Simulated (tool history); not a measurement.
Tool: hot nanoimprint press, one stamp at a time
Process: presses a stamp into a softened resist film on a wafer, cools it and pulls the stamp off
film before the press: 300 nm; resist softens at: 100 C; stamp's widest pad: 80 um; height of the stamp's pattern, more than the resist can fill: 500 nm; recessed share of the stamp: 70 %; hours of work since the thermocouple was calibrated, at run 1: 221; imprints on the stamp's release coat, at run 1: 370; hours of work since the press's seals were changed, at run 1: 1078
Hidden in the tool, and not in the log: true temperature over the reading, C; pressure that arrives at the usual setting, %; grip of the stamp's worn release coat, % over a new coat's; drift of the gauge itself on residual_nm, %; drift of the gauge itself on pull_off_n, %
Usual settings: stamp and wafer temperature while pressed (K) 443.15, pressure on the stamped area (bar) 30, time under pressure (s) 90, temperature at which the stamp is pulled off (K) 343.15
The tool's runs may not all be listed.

| run | hour | stamp and wafer temperature while pressed (K) | pressure on the stamped area (bar) | time under pressure (s) | temperature at which the stamp is pulled off (K) | hours of work since the thermocouple was calibrated | imprints on the stamp's release coat | hours of work since the press's seals were changed | resist left under the stamp's widest pad (angstrom) | greatest force while the stamp is pulled off (N) |
|---|---|---|---|---|---|---|---|---|---|---|
| 1 | 0 | 443.15 | 30 | 90 | 343.15 | 221 | 370 | 1078 | 1120 | 189 |
| 2 | 37.6 | 443.15 | 31.7 | 90 | 343.15 | 250 | 569 | 1107 | 1110 | 195 |
|  | 80.9 | stamp cleaned and given a new release coat |
| 3 | 93.8 | 443.15 | 31.7 | 90 | 343.15 | 289 | 68 | 1146 | 1110 | 187 |
|  | 108.6 | press's hydraulic seals changed and the load cell set to zero |
| 4 | 137 | 443.15 | 31.7 | 90 | 343.15 | 316 | 254 | 22 | 1069 | 186 |
| 5 | 172.9 | 443.15 | 30 | 54 | 343.15 | 344 | 444 | 50 | 1329 | 202 |
| 6 | 222.1 | 443.15 | 30 | 90 | 343.15 | 382 | 703 | 88 | 1109 | 200 |
|  | 240.7 | stamp cleaned and given a new release coat |
| 7 | 269.4 | 443.15 | 30 | 90 | 343.15 | 414 | 151 | 120 | 1114 | 188 |
| 8 | 294.6 | 443.15 | 30 | 90 | 343.15 | 434 | 284 | 140 | 1117 | 188 |
| 9 | 341.8 | 443.15 | 30 | 90 | 343.15 | 470 | 534 | 176 | 1112 | 196 |
|  | 375.5 | plate thermocouple calibrated |
| 10 | 376.8 | 443.15 | 30 | 90 | 343.15 | 1 | 703 | 201 | 1083 | 196 |
|  | 395.8 | stamp cleaned and given a new release coat |
| 11 | 434.2 | 443.15 | 30 | 90 | 343.15 | 41 | 203 | 241 | 1107 | 186 |
| 12 | 478.9 | 443.15 | 30 | 90 | 343.15 | 75 | 439 | 276 | 1090 | 187 |
| 13 | 520.6 | 443.15 | 30 | 90 | 343.15 | 108 | 659 | 308 | 1098 | 193 |
|  | 547.2 | stamp cleaned and given a new release coat |
| 14 | 562.5 | 443.15 | 30 | 90 | 344.15 | 136 | 81 | 336 | 1116 | 180 |
| 15 | 587.5 | 443.15 | 30 | 90 | 344.15 | 155 | 213 | 355 | 1094 | 181 |
| 16 | 638.5 | 443.15 | 39.1 | 90 | 345.15 | 195 | 483 | 395 | 959 | 179 |
| 17 | 681 | 443.15 | 30 | 90 | 350.15 | 228 | 707 | 428 | 1119 | 153 |
|  | 697.5 | stamp cleaned and given a new release coat |
| 18 | 723.2 | 443.15 | 30 | 93 | 350.15 | 256 | 135 | 456 | 1096 | 148 |
| 19 | 773 | 450.15 | 24 | 93 | 350.15 | 294 | 398 | 494 | 1046 | 152 |
| 20 | 819.1 | 450.15 | 24 | 93 | 350.15 | 330 | 642 | 530 | 1053 | 157 |
|  | 848.6 | stamp cleaned and given a new release coat |
| 21 | 856.2 | 450.15 | 47.5 | 90 | 338.15 | 354 | 40 | 554 | 713 | 210 |
| 22 | 891 | 450.15 | 47.5 | 90 | 338.15 | 381 | 224 | 581 | 710 | 210 |
| 23 | 939.4 | 446.15 | 30 | 81 | 343.15 | 419 | 479 | 619 | 1085 | 192 |
| 24 | 965.7 | 446.15 | 30 | 81 | 343.15 | 439 | 618 | 639 | 1078 | 193 |
|  | 1000 | stamp cleaned and given a new release coat |
| 25 | 1016.7 | 443.15 | 32.9 | 67 | 343.15 | 474 | 88 | 674 | 1188 | 192 |
|  | 1044.3 | plate thermocouple calibrated |
| 26 | 1066.9 | 453.15 | 36.5 | 47 | 328.15 | 17 | 337 | 711 | 961 | 272 |
| 27 | 1110.3 | 435.15 | 27.4 | 90 | 343.15 | 51 | 567 | 744 | 1447 | 187 |
|  | 1154.4 | stamp cleaned and given a new release coat |
| 28 | 1155.4 | 435.15 | 27.4 | 90 | 343.15 | 81 | 5 | 775 | 1430 | 184 |
| 29 | 1176.2 | 445.15 | 29.6 | 59 | 343.15 | 98 | 115 | 791 | 1234 | 189 |

The same runs without the tool's hidden state, with the same run-to-run variation:
| run | resist left under the stamp's widest pad (angstrom) | greatest force while the stamp is pulled off (N) |
|---|---|---|
| 1 | 1071 | 181 |
| 2 | 1057 | 183 |
| 3 | 1053 | 183 |
| 4 | 1049 | 179 |
| 5 | 1303 | 191 |
| 6 | 1083 | 185 |
| 7 | 1086 | 181 |
| 8 | 1086 | 179 |
| 9 | 1078 | 183 |
| 10 | 1076 | 186 |
| 11 | 1097 | 182 |
| 12 | 1077 | 180 |
| 13 | 1083 | 182 |
| 14 | 1098 | 177 |
| 15 | 1075 | 176 |
| 16 | 936 | 170 |
| 17 | 1094 | 142 |
| 18 | 1068 | 143 |
| 19 | 1020 | 144 |
| 20 | 1025 | 145 |
| 21 | 684 | 206 |
| 22 | 680 | 202 |
| 23 | 1045 | 181 |
| 24 | 1037 | 179 |
| 25 | 1137 | 186 |
| 26 | 943 | 265 |
| 27 | 1427 | 180 |
| 28 | 1406 | 184 |
| 29 | 1210 | 187 |
